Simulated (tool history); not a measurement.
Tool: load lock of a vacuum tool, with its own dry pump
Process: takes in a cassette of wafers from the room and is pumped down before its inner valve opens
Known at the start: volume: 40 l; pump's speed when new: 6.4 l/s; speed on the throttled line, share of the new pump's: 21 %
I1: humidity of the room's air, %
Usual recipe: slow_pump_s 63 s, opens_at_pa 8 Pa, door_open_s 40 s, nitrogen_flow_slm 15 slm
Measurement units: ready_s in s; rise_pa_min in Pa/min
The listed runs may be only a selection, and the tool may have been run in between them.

{"run": 1, "day": 0.0, "slow_pump_s": 63, "opens_at_pa": 8, "door_open_s": 40, "nitrogen_flow_slm": 15, "I1": 40.1, "ready_s": 115.4, "rise_pa_min": 0.078}
{"run": 2, "day": 4.204, "slow_pump_s": 63, "opens_at_pa": 8, "door_open_s": 40, "nitrogen_flow_slm": 15, "I1": 40.1, "ready_s": 115.5, "rise_pa_min": 0.075}
{"run": 3, "day": 8.458, "slow_pump_s": 63, "opens_at_pa": 6, "door_open_s": 40, "nitrogen_flow_slm": 15, "I1": 48.2, "ready_s": 116.4, "rise_pa_min": 0.086}
{"run": 4, "day": 17.379, "slow_pump_s": 63, "opens_at_pa": 6, "door_open_s": 40, "nitrogen_flow_slm": 15, "I1": 46.5, "ready_s": 119.4, "rise_pa_min": 0.087}
{"run": 5, "day": 22.442, "slow_pump_s": 63, "opens_at_pa": 11, "door_open_s": 40, "nitrogen_flow_slm": 15, "I1": 45.4, "ready_s": 112.8, "rise_pa_min": 0.088}
{"run": 6, "day": 28.929, "slow_pump_s": 63, "opens_at_pa": 11, "door_open_s": 40, "nitrogen_flow_slm": 15, "I1": 45, "ready_s": 113.5, "rise_pa_min": 0.089}
{"run": 7, "day": 34.3, "slow_pump_s": 63, "opens_at_pa": 11, "door_open_s": 40, "nitrogen_flow_slm": 15, "I1": 41.2, "ready_s": 114.5, "rise_pa_min": 0.085}
{"run": 8, "day": 39.262, "slow_pump_s": 63, "opens_at_pa": 11, "door_open_s": 40, "nitrogen_flow_slm": 15, "I1": 44.3, "ready_s": 113.7, "rise_pa_min": 0.089}
{"run": 9, "day": 46.388, "slow_pump_s": 63, "opens_at_pa": 8, "door_open_s": 40, "nitrogen_flow_slm": 15, "I1": 44.3, "ready_s": 115.3, "rise_pa_min": 0.097}
{"run": 10, "day": 51.0, "slow_pump_s": 63, "opens_at_pa": 8, "door_open_s": 40, "nitrogen_flow_slm": 15, "I1": 41.7, "ready_s": 117.9, "rise_pa_min": 0.092}
{"run": 11, "day": 57.508, "slow_pump_s": 63, "opens_at_pa": 8, "door_open_s": 40, "nitrogen_flow_slm": 15, "I1": 42.9, "ready_s": 117.1, "rise_pa_min": 0.098}
{"run": 12, "day": 62.288, "slow_pump_s": 63, "opens_at_pa": 8, "door_open_s": 40, "nitrogen_flow_slm": 15, "I1": 43, "ready_s": 117.8, "rise_pa_min": 0.097}
{"run": 13, "day": 68.233, "slow_pump_s": 107, "opens_at_pa": 8, "door_open_s": 95, "nitrogen_flow_slm": 4, "I1": 44.3, "ready_s": 147.9, "rise_pa_min": 0.14}
{"run": 14, "day": 73.871, "slow_pump_s": 107, "opens_at_pa": 8, "door_open_s": 95, "nitrogen_flow_slm": 4, "I1": 44.3, "ready_s": 148.8, "rise_pa_min": 0.144}
{"run": 15, "day": 78.475, "slow_pump_s": 107, "opens_at_pa": 8, "door_open_s": 62, "nitrogen_flow_slm": 4, "I1": 43.7, "ready_s": 151.1, "rise_pa_min": 0.129}
{"run": 16, "day": 87.842, "slow_pump_s": 34, "opens_at_pa": 8, "door_open_s": 40, "nitrogen_flow_slm": 15, "I1": 41.7, "ready_s": 95.4, "rise_pa_min": 0.105}
{"run": 17, "day": 96.225, "slow_pump_s": 64, "opens_at_pa": 8, "door_open_s": 146, "nitrogen_flow_slm": 15, "I1": 45.8, "ready_s": 117.9, "rise_pa_min": 0.134}
{"run": 18, "day": 101.046, "slow_pump_s": 37, "opens_at_pa": 7, "door_open_s": 146, "nitrogen_flow_slm": 5, "I1": 45.8, "ready_s": 99.6, "rise_pa_min": 0.17}
{"run": 19, "day": 108.512, "slow_pump_s": 37, "opens_at_pa": 7, "door_open_s": 146, "nitrogen_flow_slm": 5, "I1": 45, "ready_s": 100.1, "rise_pa_min": 0.166}
{"run": 20, "day": 116.842, "slow_pump_s": 37, "opens_at_pa": 14, "door_open_s": 146, "nitrogen_flow_slm": 5, "I1": 42.7, "ready_s": 94.6, "rise_pa_min": 0.168}
{"run": 21, "day": 123.379, "slow_pump_s": 37, "opens_at_pa": 8, "door_open_s": 40, "nitrogen_flow_slm": 5, "I1": 43.6, "ready_s": 98.7, "rise_pa_min": 0.131}
{"run": 22, "day": 131.254, "slow_pump_s": 37, "opens_at_pa": 8, "door_open_s": 40, "nitrogen_flow_slm": 5, "I1": 40, "ready_s": 98.6, "rise_pa_min": 0.133}

Hidden state or all else? Some run-to-run changes of ready_s, split into what the settings, what came in and random variation would give without the hidden state, and what is left for the hidden state (with any gauge scatter that isn't in both results):
Hidden state at play: pump's speed, % of a new pump's; leak at the door's seal, Pa l/s; drift of the gauge itself on ready_s, %; drift of the gauge itself on rise_pa_min, %.
Run 12 -> 13: slow_pump_s 63 -> 107, door_open_s 40 -> 95, nitrogen_flow_slm 15 -> 4. ready_s +30.1 s: hidden state -1.6, all else +31.7.
Run 15 -> 16: slow_pump_s 107 -> 34, door_open_s 62 -> 40, nitrogen_flow_slm 4 -> 15. ready_s -55.7 s: hidden state +2.9, all else -58.6.
